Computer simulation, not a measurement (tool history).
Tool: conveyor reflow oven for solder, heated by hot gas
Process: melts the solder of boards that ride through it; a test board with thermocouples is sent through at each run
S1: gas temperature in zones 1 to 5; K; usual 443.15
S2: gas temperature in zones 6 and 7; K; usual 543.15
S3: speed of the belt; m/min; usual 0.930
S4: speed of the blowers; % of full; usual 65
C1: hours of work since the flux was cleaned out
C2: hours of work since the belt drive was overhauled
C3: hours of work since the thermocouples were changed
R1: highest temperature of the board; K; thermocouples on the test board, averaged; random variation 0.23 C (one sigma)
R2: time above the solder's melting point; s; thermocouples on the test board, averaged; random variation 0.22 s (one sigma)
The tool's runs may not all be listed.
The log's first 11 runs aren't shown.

run,hour,S1,S2,S3,S4,C1,C2,C3,R1,R2
12,104.5,443.15,543.15,0.930,65,196,369,535,521.65,30.7
13,111.2,443.15,545.15,0.930,65,202,374,540,523.25,31.1
14,120.0,447.15,543.15,0.930,65,208,381,547,522.95,31.3
15,132.5,443.15,543.15,0.930,65,218,391,556,521.55,30.7
16,141.3,443.15,543.15,0.930,65,225,398,563,522.05,30.3
17,149.3,443.15,543.15,0.930,65,231,404,569,521.95,30.5
18,161.6,442.15,543.15,0.930,65,241,414,579,521.55,29.9
19,168.3,444.15,543.15,0.887,87,246,419,584,527.45,35.7
20,175.2,444.15,543.15,0.887,87,251,424,590,527.65,35.7
21,185.8,451.15,534.15,0.953,51,259,432,598,511.65,24.9
22,192.1,451.15,534.15,0.953,51,264,437,603,511.75,24.5
# hour 201.3: flux residue cleaned out of gas plates and filters
23,207.6,451.15,534.15,0.953,51,5,445,611,513.55,26.6
24,217.5,445.15,536.15,0.953,51,13,453,619,513.75,25.1
25,228.1,445.15,536.15,0.953,51,21,461,627,513.85,24.9
26,241.6,454.15,536.15,0.954,51,31,472,637,515.75,28.7
27,250.2,445.15,538.15,0.998,51,38,478,644,513.05,23.5
28,260.7,438.15,542.15,1.083,64,46,487,652,514.55,21.8
29,274.0,438.15,542.15,1.083,64,56,497,662,514.95,21.3
30,282.7,438.15,542.15,1.083,64,63,504,669,514.95,21.6

Forecast each of these 4 alternatives for the next run:
A,295.5,443.15,543.15,0.944,65,73,514,679,?,?
B,295.5,446.15,543.15,0.930,65,73,514,679,?,?
C,295.5,438.15,542.15,0.756,64,73,514,679,?,?
D,295.5,456.15,543.15,0.850,63,73,514,679,?,?

run,R1,R2
A,522.75,30.7
B,523.95,32.7
C,528.95,41.7
D,528.85,40.6
Without the tool's hidden state the same runs would have given:
run,R1,R2
A,520.65,29.5
B,521.85,31.4
C,526.55,40.3
D,526.65,39.3

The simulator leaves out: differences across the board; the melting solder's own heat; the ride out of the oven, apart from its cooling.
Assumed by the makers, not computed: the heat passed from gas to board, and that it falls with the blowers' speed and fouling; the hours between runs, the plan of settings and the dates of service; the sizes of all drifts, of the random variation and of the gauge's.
